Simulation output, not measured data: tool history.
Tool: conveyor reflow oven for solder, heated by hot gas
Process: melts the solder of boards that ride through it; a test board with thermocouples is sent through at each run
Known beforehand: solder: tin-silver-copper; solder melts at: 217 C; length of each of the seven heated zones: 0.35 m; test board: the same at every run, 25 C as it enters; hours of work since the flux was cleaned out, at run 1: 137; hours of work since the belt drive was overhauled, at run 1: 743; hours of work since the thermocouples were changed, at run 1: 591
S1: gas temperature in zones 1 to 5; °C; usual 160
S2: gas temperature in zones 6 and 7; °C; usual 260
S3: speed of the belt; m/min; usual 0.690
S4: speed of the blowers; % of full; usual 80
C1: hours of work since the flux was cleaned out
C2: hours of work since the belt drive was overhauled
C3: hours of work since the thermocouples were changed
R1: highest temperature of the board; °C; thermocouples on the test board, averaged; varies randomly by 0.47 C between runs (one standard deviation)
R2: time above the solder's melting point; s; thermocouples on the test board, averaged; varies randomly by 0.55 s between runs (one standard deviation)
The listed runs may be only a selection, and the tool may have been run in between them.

| run | day | S1 | S2 | S3 | S4 | C1 | C2 | C3 | R1 | R2 |
|---|---|---|---|---|---|---|---|---|---|---|
| 1 | 0.000 | 160 | 260 | 0.690 | 80 | 137 | 743 | 591 | 242.6 | 35.3 |
| 2 | 1.425 | 151 | 260 | 0.690 | 80 | 153 | 759 | 607 | 240.3 | 33.3 |
| 3 | 2.333 | 151 | 260 | 0.690 | 80 | 164 | 769 | 618 | 240.8 | 32.9 |
| 4 | 3.183 | 160 | 260 | 0.690 | 70 | 173 | 779 | 627 | 239.3 | 33.3 |
| 5 | 4.504 | 160 | 260 | 0.690 | 70 | 188 | 794 | 642 | 240.3 | 34.0 |
| 6 | 5.592 | 160 | 260 | 0.690 | 80 | 201 | 806 | 655 | 240.4 | 35.9 |
| 7 | 6.492 | 160 | 260 | 0.690 | 80 | 211 | 817 | 665 | 241.6 | 35.5 |
| 8 | 7.504 | 160 | 260 | 0.690 | 80 | 223 | 828 | 677 | 241.5 | 35.6 |
| 9 | 8.479 | 160 | 260 | 0.690 | 80 | 234 | 839 | 688 | 240.7 | 36.0 |
|  | 9.654 | flux residue cleaned out of gas plates and filters |
| 10 | 9.900 | 160 | 260 | 0.690 | 80 | 3 | 853 | 702 | 243.9 | 38.5 |
| 11 | 10.846 | 160 | 260 | 0.571 | 80 | 14 | 864 | 712 | 248.6 | 51.2 |
| 12 | 11.612 | 160 | 260 | 0.571 | 80 | 22 | 873 | 721 | 248.1 | 51.7 |
| 13 | 12.358 | 160 | 260 | 0.659 | 80 | 31 | 881 | 730 | 244.9 | 40.9 |
| 14 | 13.562 | 160 | 260 | 0.659 | 80 | 45 | 895 | 743 | 243.8 | 40.2 |
| 15 | 14.350 | 160 | 260 | 0.659 | 80 | 54 | 904 | 752 | 244.1 | 40.4 |
| 16 | 15.467 | 160 | 260 | 0.659 | 80 | 66 | 917 | 765 | 243.7 | 39.8 |
| 17 | 16.392 | 160 | 260 | 0.659 | 80 | 77 | 927 | 776 | 243.8 | 41.2 |
| 18 | 17.867 | 147 | 260 | 0.690 | 80 | 94 | 944 | 792 | 240.1 | 33.7 |
| 19 | 19.338 | 156 | 269 | 0.690 | 61 | 110 | 961 | 809 | 244.3 | 36.5 |
| 20 | 20.488 | 145 | 260 | 0.601 | 80 | 124 | 974 | 822 | 244.0 | 42.5 |
| 21 | 21.475 | 160 | 264 | 0.738 | 80 | 135 | 985 | 834 | 243.5 | 34.7 |
| 22 | 23.042 | 160 | 264 | 0.738 | 80 | 153 | 1003 | 851 | 243.0 | 34.4 |
| 23 | 23.904 | 160 | 264 | 0.558 | 80 | 163 | 1013 | 861 | 251.0 | 56.0 |
| 24 | 25.346 | 145 | 258 | 0.709 | 72 | 179 | 1029 | 878 | 234.3 | 25.3 |
| 25 | 26.633 | 145 | 266 | 0.709 | 72 | 194 | 1044 | 892 | 240.5 | 30.7 |
| 26 | 27.958 | 153 | 260 | 0.690 | 76 | 209 | 1059 | 908 | 239.3 | 32.1 |
| 27 | 29.458 | 153 | 260 | 0.690 | 76 | 226 | 1076 | 925 | 239.7 | 32.3 |
| 28 | 30.292 | 153 | 260 | 0.789 | 53 | 235 | 1086 | 934 | 226.5 | 13.1 |
|  | 31.338 | flux residue cleaned out of gas plates and filters |
| 29 | 31.454 | 160 | 260 | 0.690 | 81 | 1 | 1097 | 945 | 243.3 | 38.5 |
| 30 | 32.188 | 170 | 260 | 0.559 | 80 | 10 | 1105 | 953 | 249.5 | 57.9 |

Here are 3 independent what-if runs from the current tool condition. What would each one return?
| A | 33.388 | 170 | 263 | 0.776 | 61 | 23 | 1119 | 967 | ? | ? |
| B | 33.388 | 156 | 260 | 0.692 | 80 | 23 | 1119 | 967 | ? | ? |
| C | 33.388 | 156 | 260 | 0.669 | 73 | 23 | 1119 | 967 | ? | ? |

| run | R1 | R2 |
|---|---|---|
| A | 239.0 | 30.2 |
| B | 242.7 | 36.0 |
| C | 242.2 | 36.5 |
Without the tool's hidden state the same runs would have given:
| run | R1 | R2 |
|---|---|---|
| A | 240.6 | 30.3 |
| B | 244.7 | 36.0 |
| C | 244.2 | 36.5 |
